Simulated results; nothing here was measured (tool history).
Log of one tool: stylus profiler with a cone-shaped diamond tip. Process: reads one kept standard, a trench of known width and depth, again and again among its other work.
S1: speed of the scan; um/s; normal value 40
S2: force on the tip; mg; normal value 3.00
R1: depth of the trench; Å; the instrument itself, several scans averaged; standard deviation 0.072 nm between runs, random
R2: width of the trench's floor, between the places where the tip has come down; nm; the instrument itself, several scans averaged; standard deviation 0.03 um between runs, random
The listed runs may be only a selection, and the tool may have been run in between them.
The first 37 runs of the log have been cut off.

Run 38, hour 3311.1: usual settings but S1 16 um/s, S2 8.60 mg. Result: R1 2039.1 Å, R2 97490 nm.
Run 39, hour 3364.5: usual settings but S1 28 um/s. Result: R1 2021.0 Å, R2 97460 nm.
Run 40, hour 3476.8: usual settings but S1 28 um/s. Result: R1 2021.0 Å, R2 97460 nm.
Run 41, hour 3589.7: usual settings but S1 44 um/s, S2 1.88 mg. Result: R1 2018.0 Å, R2 97280 nm.
Run 42, hour 3666.3: usual settings but S2 3.07 mg. Result: R1 2023.7 Å, R2 97350 nm.
Run 43, hour 3763.8: usual settings but S1 97 um/s, S2 4.20 mg. Result: R1 2026.4 Å, R2 97240 nm.
Run 44, hour 3852.5: usual settings but S1 97 um/s, S2 4.20 mg. Result: R1 2027.5 Å, R2 97160 nm.
Run 45, hour 3946.1: usual settings but S1 97 um/s, S2 7.40 mg. Result: R1 2036.3 Å, R2 97280 nm.

Branching from run 45: 4 alternative next runs. What would each branch give?
Run A, hour 4050.0: usual settings but S1 11 um/s, S2 8.30 mg. Result: R1 ?, R2 ?.
Run B, hour 4050.0: usual settings but S2 2.19 mg. Result: R1 ?, R2 ?.
Run C, hour 4050.0: usual settings but S2 1.51 mg. Result: R1 ?, R2 ?.
Run D, hour 4050.0: usual settings but S1 39 um/s, S2 7.90 mg. Result: R1 ?, R2 ?.

run      R1     R2
  A  2038.6  97440
  B  2018.4  97230
  C  2014.6  97250
  D  2037.9  97350
Without the tool's hidden state the same runs would have given:
run      R1     R2
  A  2032.5  98030
  B  2012.4  97820
  C  2008.6  97840
  D  2031.8  97940
